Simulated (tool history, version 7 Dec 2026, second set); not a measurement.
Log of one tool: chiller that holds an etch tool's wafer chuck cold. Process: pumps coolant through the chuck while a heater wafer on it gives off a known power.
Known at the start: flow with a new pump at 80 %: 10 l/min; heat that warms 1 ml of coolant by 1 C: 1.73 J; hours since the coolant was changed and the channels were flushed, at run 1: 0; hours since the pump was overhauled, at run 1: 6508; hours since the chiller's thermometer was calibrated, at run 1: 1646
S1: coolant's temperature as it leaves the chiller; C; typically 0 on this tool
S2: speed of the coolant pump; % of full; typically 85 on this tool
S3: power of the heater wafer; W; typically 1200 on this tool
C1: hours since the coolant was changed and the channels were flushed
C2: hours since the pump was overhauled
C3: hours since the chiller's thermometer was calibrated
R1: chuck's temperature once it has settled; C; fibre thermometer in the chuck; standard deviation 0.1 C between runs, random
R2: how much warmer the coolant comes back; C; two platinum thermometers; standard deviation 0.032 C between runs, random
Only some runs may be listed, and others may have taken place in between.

{"run": 1, "day": 0.0, "S1": 0, "S2": 85, "S3": 1200, "C1": 0, "C2": 6508, "C3": 1646, "R1": 11.6, "R2": 3.93}
{"run": 2, "day": 7.483, "S1": 0, "S2": 85, "S3": 1200, "C1": 180, "C2": 6688, "C3": 1826, "R1": 11.6, "R2": 3.89}
{"run": 3, "day": 13.129, "S1": 0, "S2": 85, "S3": 1200, "C1": 315, "C2": 6824, "C3": 1961, "R1": 11.6, "R2": 3.83}
{"run": 4, "day": 21.2, "S1": 0, "S2": 85, "S3": 1200, "C1": 509, "C2": 7017, "C3": 2155, "R1": 11.8, "R2": 3.93}
{"run": 5, "day": 30.617, "S1": 0, "S2": 85, "S3": 1200, "C1": 735, "C2": 7243, "C3": 2381, "R1": 11.7, "R2": 3.86}
{"run": 6, "day": 38.096, "S1": 4, "S2": 85, "S3": 1200, "C1": 914, "C2": 7423, "C3": 2561, "R1": 15.4, "R2": 3.79}
{"run": 7, "day": 46.596, "S1": 0, "S2": 85, "S3": 1060, "C1": 1118, "C2": 7627, "C3": 2765, "R1": 10.4, "R2": 3.27}
{"run": 8, "day": 52.512, "S1": 0, "S2": 85, "S3": 1060, "C1": 1260, "C2": 7769, "C3": 2907, "R1": 10.3, "R2": 3.2}
{"run": 9, "day": 58.896, "S1": 0, "S2": 85, "S3": 1200, "C1": 1413, "C2": 7922, "C3": 3060, "R1": 11.5, "R2": 3.65}
{"run": 10, "day": 66.046, "S1": 0, "S2": 85, "S3": 1200, "C1": 1585, "C2": 8094, "C3": 3231, "R1": 11.6, "R2": 3.67}
{"run": 11, "day": 71.692, "S1": 0, "S2": 85, "S3": 1200, "C1": 1721, "C2": 8229, "C3": 3367, "R1": 11.8, "R2": 3.68}
{"run": 12, "day": 76.767, "S1": 0, "S2": 85, "S3": 1200, "C1": 1842, "C2": 8351, "C3": 3489, "R1": 11.7, "R2": 3.61}
{"run": 13, "day": 82.938, "S1": 0, "S2": 85, "S3": 1200, "C1": 1991, "C2": 8499, "C3": 3637, "R1": 11.4, "R2": 3.56}
{"day": 86.025, "done": "chiller's thermometer calibrated"}
{"day": 91.667, "done": "gauge calibrated"}
{"run": 14, "day": 92.154, "S1": 0, "S2": 85, "S3": 1200, "C1": 2211, "C2": 8719, "C3": 147, "R1": 11.5, "R2": 3.91}
{"run": 15, "day": 95.954, "S1": 0, "S2": 80, "S3": 1200, "C1": 2302, "C2": 8810, "C3": 238, "R1": 12.0, "R2": 4.1}
{"run": 16, "day": 100.608, "S1": 0, "S2": 85, "S3": 1200, "C1": 2414, "C2": 8922, "C3": 350, "R1": 11.7, "R2": 3.89}
{"run": 17, "day": 108.142, "S1": -3, "S2": 72, "S3": 649, "C1": 2594, "C2": 9103, "C3": 531, "R1": 3.8, "R2": 2.42}
{"run": 18, "day": 112.179, "S1": 5, "S2": 79, "S3": 1200, "C1": 2691, "C2": 9200, "C3": 628, "R1": 17.2, "R2": 4.09}
{"run": 19, "day": 120.954, "S1": 5, "S2": 79, "S3": 1200, "C1": 2902, "C2": 9410, "C3": 838, "R1": 17.2, "R2": 4.06}
{"run": 20, "day": 127.558, "S1": 5, "S2": 79, "S3": 1200, "C1": 3060, "C2": 9569, "C3": 997, "R1": 17.0, "R2": 4.1}
{"run": 21, "day": 136.292, "S1": 5, "S2": 79, "S3": 1200, "C1": 3270, "C2": 9778, "C3": 1206, "R1": 17.2, "R2": 3.97}
{"run": 22, "day": 144.308, "S1": 5, "S2": 72, "S3": 1654, "C1": 3462, "C2": 9971, "C3": 1399, "R1": 22.6, "R2": 6.2}

Expected results for the next run?
{"run": 23, "day": 153.042, "S1": 9, "S2": 93, "S3": 1250, "C1": 3672, "C2": 10180, "C3": 1608, "R1": "?", "R2": "?"}

R1: 20.2 C
R2: 3.50 C
The same run, on a tool lacking any hidden state, would have yielded R1 20.2 C, R2 3.75 C.
